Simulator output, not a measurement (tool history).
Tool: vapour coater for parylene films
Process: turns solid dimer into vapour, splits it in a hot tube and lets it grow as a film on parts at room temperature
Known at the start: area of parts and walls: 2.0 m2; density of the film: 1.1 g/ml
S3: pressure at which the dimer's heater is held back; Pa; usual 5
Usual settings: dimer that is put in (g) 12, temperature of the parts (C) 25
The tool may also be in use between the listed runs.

Run 1, day 0: usual settings. Result: thickness of the film (nm) 2680.
Run 2, day 1.433: usual settings. Result: thickness of the film (nm) 2680.
Run 3, day 3.029: usual settings. Result: thickness of the film (nm) 2680.
Run 4, day 4.617: usual settings. Result: thickness of the film (nm) 2690.
Run 5, day 6.662: usual settings. Result: thickness of the film (nm) 2680.
Run 6, day 7.758: usual settings but temperature of the parts (C) 21. Result: thickness of the film (nm) 3020.
Run 7, day 9.083: usual settings but dimer that is put in (g) 16, temperature of the parts (C) 28, S3 2.24 Pa. Result: thickness of the film (nm) 3400.
Run 8, day 11.275: usual settings but dimer that is put in (g) 7, S3 2.24 Pa. Result: thickness of the film (nm) 1620.
Run 9, day 12.338: usual settings but dimer that is put in (g) 7, S3 2.24 Pa. Result: thickness of the film (nm) 1630.
Run 10, day 13.75: usual settings but dimer that is put in (g) 7, S3 2.24 Pa. Result: thickness of the film (nm) 1610.
Run 11, day 15.483: usual settings but dimer that is put in (g) 9, S3 2.24 Pa. Result: thickness of the film (nm) 2110.
Run 12, day 17.388: usual settings but dimer that is put in (g) 9, temperature of the parts (C) 29, S3 2.24 Pa. Result: thickness of the film (nm) 1840.

Taken out of this log: 2 entries between the listed runs. Where each belongs, and how the hidden state differs across it:
Between runs 2 and 3: trap's valve overhauled (day 1.742)
  vapour lost through the trap's worn valve, %: 0.3 -> 0; drift of the gauge itself on film_um, %: -0.06 -> -0.13
Between runs 10 and 11: trap's valve overhauled (day 15.342)
  vapour lost through the trap's worn valve, %: 0.2 -> 0; drift of the gauge itself on film_um, %: -0.6 -> -0.67
